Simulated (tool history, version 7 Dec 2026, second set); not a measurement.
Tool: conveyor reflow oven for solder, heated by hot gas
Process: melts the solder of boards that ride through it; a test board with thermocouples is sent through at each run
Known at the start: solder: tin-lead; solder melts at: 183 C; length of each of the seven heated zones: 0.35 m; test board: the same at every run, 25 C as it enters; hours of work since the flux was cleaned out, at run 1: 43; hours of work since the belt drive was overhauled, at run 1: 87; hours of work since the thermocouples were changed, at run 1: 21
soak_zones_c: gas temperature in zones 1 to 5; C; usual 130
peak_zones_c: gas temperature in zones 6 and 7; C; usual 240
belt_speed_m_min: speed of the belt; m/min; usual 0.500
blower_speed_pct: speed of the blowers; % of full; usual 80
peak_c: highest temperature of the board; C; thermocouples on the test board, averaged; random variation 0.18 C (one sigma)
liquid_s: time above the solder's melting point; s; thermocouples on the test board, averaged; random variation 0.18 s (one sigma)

| run | hour | soak_zones_c | peak_zones_c | belt_speed_m_min | blower_speed_pct | hours of work since the flux was cleaned out | hours of work since the belt drive was overhauled | hours of work since the thermocouples were changed | peak_c | liquid_s |
|---|---|---|---|---|---|---|---|---|---|---|
| 1 | 0.0 | 130 | 240 | 0.500 | 80 | 43 | 87 | 21 | 216.8 | 58.8 |
| 2 | 13.2 | 130 | 240 | 0.500 | 80 | 50 | 94 | 28 | 216.8 | 58.7 |
| 3 | 38.3 | 130 | 240 | 0.500 | 80 | 63 | 107 | 41 | 216.5 | 58.7 |
| 4 | 69.6 | 130 | 240 | 0.567 | 80 | 79 | 123 | 58 | 211.1 | 46.1 |
| 5 | 88.5 | 130 | 240 | 0.500 | 80 | 89 | 133 | 67 | 216.7 | 58.4 |
| 6 | 109.0 | 130 | 240 | 0.500 | 80 | 100 | 143 | 78 | 216.1 | 58.5 |
| 7 | 129.3 | 130 | 239 | 0.500 | 80 | 110 | 154 | 89 | 215.8 | 57.3 |
| 8 | 152.7 | 130 | 240 | 0.500 | 80 | 123 | 166 | 101 | 216.3 | 58.2 |
| 9 | 174.5 | 130 | 240 | 0.500 | 51 | 134 | 177 | 112 | 209.0 | 48.8 |
| 10 | 193.3 | 130 | 240 | 0.500 | 51 | 144 | 187 | 122 | 208.8 | 48.8 |
| 11 | 218.8 | 130 | 241 | 0.500 | 80 | 157 | 200 | 135 | 216.4 | 58.6 |
|  | 225.1 | belt drive overhauled, speed set with a stopwatch |
| 12 | 250.0 | 130 | 241 | 0.500 | 80 | 171 | 13 | 149 | 216.2 | 58.5 |
|  | 266.1 | flux residue cleaned out of gas plates and filters |
| 13 | 275.8 | 130 | 241 | 0.500 | 80 | 5 | 24 | 160 | 218.8 | 60.6 |
| 14 | 293.0 | 130 | 240 | 0.500 | 80 | 14 | 33 | 169 | 218.1 | 59.6 |
| 15 | 320.6 | 130 | 240 | 0.500 | 80 | 28 | 47 | 183 | 217.7 | 59.4 |
| 16 | 349.4 | 130 | 235 | 0.500 | 80 | 43 | 62 | 198 | 213.7 | 55.8 |
|  | 378.4 | belt drive overhauled, speed set with a stopwatch, once more |
| 17 | 382.0 | 123 | 239 | 0.444 | 61 | 58 | 2 | 213 | 215.4 | 62.4 |
| 18 | 396.3 | 123 | 239 | 0.444 | 61 | 65 | 9 | 220 | 215.6 | 62.5 |
| 19 | 422.9 | 123 | 239 | 0.444 | 61 | 79 | 23 | 234 | 215.4 | 62.3 |
| 20 | 439.6 | 123 | 235 | 0.475 | 87 | 88 | 32 | 243 | 214.5 | 58.0 |
| 21 | 454.1 | 130 | 237 | 0.506 | 80 | 95 | 39 | 250 | 214.1 | 55.4 |
| 22 | 470.5 | 125 | 251 | 0.453 | 57 | 104 | 48 | 259 | 223.4 | 69.2 |
| 23 | 494.3 | 125 | 251 | 0.453 | 57 | 116 | 60 | 271 | 223.6 | 69.3 |
| 24 | 516.4 | 137 | 240 | 0.413 | 80 | 128 | 72 | 283 | 224.9 | 83.1 |
| 25 | 543.0 | 137 | 240 | 0.413 | 80 | 142 | 85 | 297 | 224.9 | 83.3 |
| 26 | 567.6 | 130 | 245 | 0.500 | 61 | 154 | 98 | 309 | 216.3 | 57.2 |
| 27 | 596.1 | 131 | 240 | 0.500 | 80 | 169 | 113 | 324 | 216.5 | 58.9 |
|  | 616.5 | flux residue cleaned out of gas plates and filters |
| 28 | 628.5 | 133 | 248 | 0.500 | 74 | 6 | 127 | 338 | 224.1 | 65.4 |
| 29 | 656.2 | 134 | 240 | 0.472 | 88 | 21 | 142 | 353 | 222.4 | 69.1 |
| 30 | 669.5 | 137 | 240 | 0.500 | 80 | 28 | 149 | 360 | 219.2 | 63.2 |

Forecast each of these 5 alternatives for the next run:
| A | 692.5 | 138 | 235 | 0.413 | 80 | 39 | 160 | 372 | ? | ? |
| B | 692.5 | 134 | 234 | 0.500 | 85 | 39 | 160 | 372 | ? | ? |
| C | 692.5 | 126 | 240 | 0.548 | 80 | 39 | 160 | 372 | ? | ? |
| D | 692.5 | 120 | 240 | 0.481 | 52 | 39 | 160 | 372 | ? | ? |
| E | 692.5 | 137 | 240 | 0.500 | 80 | 39 | 160 | 372 | ? | ? |

| run | peak_c | liquid_s |
|---|---|---|
| A | 221.2 | 80.9 |
| B | 214.7 | 58.4 |
| C | 212.6 | 48.6 |
| D | 209.9 | 49.4 |
| E | 219.2 | 63.6 |
Without the tool's hidden state the same runs would have given:
| run | peak_c | liquid_s |
|---|---|---|
| A | 220.7 | 80.2 |
| B | 214.4 | 58.0 |
| C | 212.4 | 48.2 |
| D | 209.5 | 48.8 |
| E | 218.8 | 63.1 |
